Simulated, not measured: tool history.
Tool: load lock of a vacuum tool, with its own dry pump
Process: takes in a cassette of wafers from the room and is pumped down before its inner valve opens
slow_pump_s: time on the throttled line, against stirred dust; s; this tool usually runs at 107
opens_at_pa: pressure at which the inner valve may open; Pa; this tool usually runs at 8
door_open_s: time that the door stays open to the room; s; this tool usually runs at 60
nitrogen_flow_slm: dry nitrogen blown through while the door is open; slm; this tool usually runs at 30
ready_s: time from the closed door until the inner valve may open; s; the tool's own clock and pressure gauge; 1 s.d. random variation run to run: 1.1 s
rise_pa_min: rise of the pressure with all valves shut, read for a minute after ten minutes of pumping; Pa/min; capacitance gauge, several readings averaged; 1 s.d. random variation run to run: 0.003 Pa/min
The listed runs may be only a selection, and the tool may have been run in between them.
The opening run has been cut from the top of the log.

run,hour,slow_pump_s,opens_at_pa,door_open_s,nitrogen_flow_slm,"incoming humidity of the room's air, %",ready_s,rise_pa_min
2,74.5,107,8,60,30,45.6,186.2,0.019
3,146.5,107,8,60,30,43.9,185.2,0.022
4,219.9,107,8,60,30,47.4,188.2,0.022
5,296.8,107,8,60,30,43,183.9,0.013
6,356,107,8,60,30,44,185.3,0.015
7,408.8,107,8,60,30,43.4,185.2,0.02
8,492,107,8,60,30,49,184.1,0.021
9,572.9,107,8,60,30,46.7,185.3,0.022
10,660,107,8,60,30,46.5,184.1,0.027
11,712.2,107,8,60,6,45.2,184.9,0.033
12,786.5,107,8,60,30,42.1,183.5,0.018
13,850.6,107,8,60,30,46.2,183.1,0.021
14,909.9,107,8,60,30,45,186.1,0.02
15,987.4,107,8,60,30,44.2,182.2,0.021
16,1030.1,107,8,60,30,43.5,184.8,0.022
17,1086.8,107,8,60,30,47.3,185.5,0.019
18,1147.3,107,8,60,30,44.4,184.1,0.017
19,1203.2,107,8,60,30,44.8,187.1,0.017

Expected results for the next run?
20,1269,120,8,26,30,44.6,?,?

Logged for run 20: ready_s 197.5 s, rise_pa_min 0.008 Pa/min.
Were there no unlogged condition in the tool, this run, its random variation unchanged, would have produced ready_s 197.5 s, rise_pa_min 0.008 Pa/min.

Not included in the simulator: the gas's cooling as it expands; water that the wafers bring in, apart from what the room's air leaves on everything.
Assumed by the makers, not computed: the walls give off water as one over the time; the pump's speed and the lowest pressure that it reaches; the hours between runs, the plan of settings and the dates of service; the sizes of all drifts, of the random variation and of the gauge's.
